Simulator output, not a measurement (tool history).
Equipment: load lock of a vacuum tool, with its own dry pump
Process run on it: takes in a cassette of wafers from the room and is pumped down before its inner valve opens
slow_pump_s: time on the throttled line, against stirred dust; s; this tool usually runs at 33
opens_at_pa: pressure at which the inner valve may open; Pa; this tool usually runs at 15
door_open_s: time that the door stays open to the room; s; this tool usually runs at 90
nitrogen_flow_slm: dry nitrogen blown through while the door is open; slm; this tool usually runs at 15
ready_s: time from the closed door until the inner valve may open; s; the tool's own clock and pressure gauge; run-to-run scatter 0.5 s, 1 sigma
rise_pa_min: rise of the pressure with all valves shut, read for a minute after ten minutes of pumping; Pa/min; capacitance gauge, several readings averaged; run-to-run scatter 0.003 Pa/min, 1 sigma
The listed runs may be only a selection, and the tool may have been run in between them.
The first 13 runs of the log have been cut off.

run     hour  slow_pump_s  opens_at_pa  door_open_s  nitrogen_flow_slm  incoming humidity of the room's air, %  ready_s  rise_pa_min
 14   7472.2           33           13           90                 15                                    41.9       69        0.056
 15   8098.4           33           13           90                 15                                    45.2     68.7         0.06
 16   8695.1           33           13           90                 15                                    45.2     70.5        0.069
 17   9277.6           28           15           90                 15                                    45.5     65.5        0.074
 18   9828.9           28           15           90                 15                                    45.8     64.9        0.077
 19  10510.8           33           15           90                 15                                    42.7     69.8        0.082
 20  11194.3           58           15           90                 15                                    41.8     88.3        0.092
 21  11860.7           20           18           45                 15                                    42.2     59.7        0.081
 22  12305.2           20           18           45                 15                                    43.7       61         0.09
 23  12883.4           20           18           45                 15                                    46.1     60.5        0.097
 24    13356           21           15           90                 15                                      45     62.8        0.112
 25  13673.3           33           12           90                 18                                    47.9     73.3        0.113
 26  14233.1           33           15          167                  5                                    45.4     71.5        0.136

Predict the results of run 27:
 27  14704.5           30           10          161                  5                                    45.5        ?            ?

ready_s: 72.7 s
rise_pa_min: 0.144 Pa/min
The same run, on a tool lacking any hidden state, would have yielded ready_s 66.4 s, rise_pa_min 0.048 Pa/min.

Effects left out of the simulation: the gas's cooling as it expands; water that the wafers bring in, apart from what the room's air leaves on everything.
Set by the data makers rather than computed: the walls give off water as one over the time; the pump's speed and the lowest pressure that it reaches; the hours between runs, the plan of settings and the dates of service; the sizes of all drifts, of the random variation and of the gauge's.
